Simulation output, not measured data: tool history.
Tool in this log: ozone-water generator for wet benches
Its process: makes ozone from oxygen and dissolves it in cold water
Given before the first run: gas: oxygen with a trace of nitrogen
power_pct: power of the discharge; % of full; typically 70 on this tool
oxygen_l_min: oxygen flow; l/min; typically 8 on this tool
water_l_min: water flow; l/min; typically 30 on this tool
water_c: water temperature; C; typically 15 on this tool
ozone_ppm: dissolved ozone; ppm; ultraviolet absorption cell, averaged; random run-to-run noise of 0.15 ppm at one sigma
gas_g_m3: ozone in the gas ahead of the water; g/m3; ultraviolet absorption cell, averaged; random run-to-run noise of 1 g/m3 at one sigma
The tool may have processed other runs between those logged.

run,hour,power_pct,oxygen_l_min,water_l_min,water_c,ozone_ppm,gas_g_m3
1,0,70,8,30,15,19.1,182
2,140.5,70,8,30,15,19.1,181.5
3,248.8,70,8,30,15,19.1,180.8
4,369.8,70,8,30,15,19.2,180.8
5,490.4,70,8,30,15,19.2,179.5
6,621.5,70,8,30,15,19.2,181.7
7,772.4,70,8.87,30,15,19.5,173
8,924.8,70,8.87,30,15,19.4,172.8
9,1082.9,70,8.87,30,15,19.7,172.8
10,1254.4,70,8,30,15,19.2,181.8
11,1444,70,8,30,15,19,178.8
12,1586.8,70,8,39,15,14.9,179.6
13,1780.9,70,8,39,15,14.8,179.8
14,1909.4,70,8,30,9,20.9,181.2
15,2017.1,70,8,30,13,20,179.1
16,2188.3,53,6.76,30,13,14.6,149.2
17,2293.9,53,6.76,30,13,14.5,149.4

Run 18 comes next. What will it give?
18,2392.4,70,10.05,30,15,?,?

ozone_ppm: 19.7 ppm
gas_g_m3: 163.2 g/m3
With no hidden state in the tool, this same run would have given ozone_ppm 19.7 ppm, gas_g_m3 166 g/m3.
